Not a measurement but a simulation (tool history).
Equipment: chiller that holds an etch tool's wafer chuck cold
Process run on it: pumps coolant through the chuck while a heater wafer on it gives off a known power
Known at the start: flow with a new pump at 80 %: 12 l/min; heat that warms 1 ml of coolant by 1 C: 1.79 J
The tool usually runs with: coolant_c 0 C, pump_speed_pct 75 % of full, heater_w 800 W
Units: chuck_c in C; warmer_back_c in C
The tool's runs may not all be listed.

run,hour,coolant_c,pump_speed_pct,heater_w,chuck_c,warmer_back_c
1,0,0,75,800,5.6,2.39
2,88.1,0,75,800,5.7,2.42
3,213,0,75,800,5.7,2.38
4,332.9,0,75,800,5.7,2.49
5,457.7,0,75,800,5.8,2.44
6,584.2,0,75,800,5.9,2.42
7,703.5,0,75,800,5.9,2.46
8,824.4,0,75,800,5.9,2.41
9,946.9,0,75,1152,8.6,3.53
10,1003.6,0,75,881,6.6,2.68
11,1126.5,0,66,800,6.7,2.85
12,1203,0,66,800,6.8,2.87
13,1269.3,-3,75,839,3.5,2.62
14,1371.1,2,75,711,7.5,2.23
15,1486.3,-9,80,472,-5.4,1.37
16,1563.9,-9,80,472,-5.4,1.36
17,1694.8,0,74,941,7.2,2.97
18,1753.4,0,74,941,7.3,2.99
19,1866.6,0,68,941,7.9,3.28
20,1935.7,0,92,459,3.4,1.14
21,2033.9,-1,80,680,4.4,1.96

Predict each of these 5 candidate next runs independently; none follows another, all start after run 21:
A,2127.6,-1,80,409,?,?
B,2127.6,0,87,404,?,?
C,2127.6,0,75,563,?,?
D,2127.6,8,75,800,?,?
E,2127.6,7,66,727,?,?

run,chuck_c,warmer_back_c
A,2.4,1.19
B,3.2,1.15
C,4.7,1.77
D,14.3,2.52
E,13.5,2.64
With no hidden state in the tool, these same runs would have given:
run,chuck_c,warmer_back_c
A,1.7,1.13
B,2.5,1.1
C,3.9,1.69
D,13.4,2.4
E,12.6,2.51

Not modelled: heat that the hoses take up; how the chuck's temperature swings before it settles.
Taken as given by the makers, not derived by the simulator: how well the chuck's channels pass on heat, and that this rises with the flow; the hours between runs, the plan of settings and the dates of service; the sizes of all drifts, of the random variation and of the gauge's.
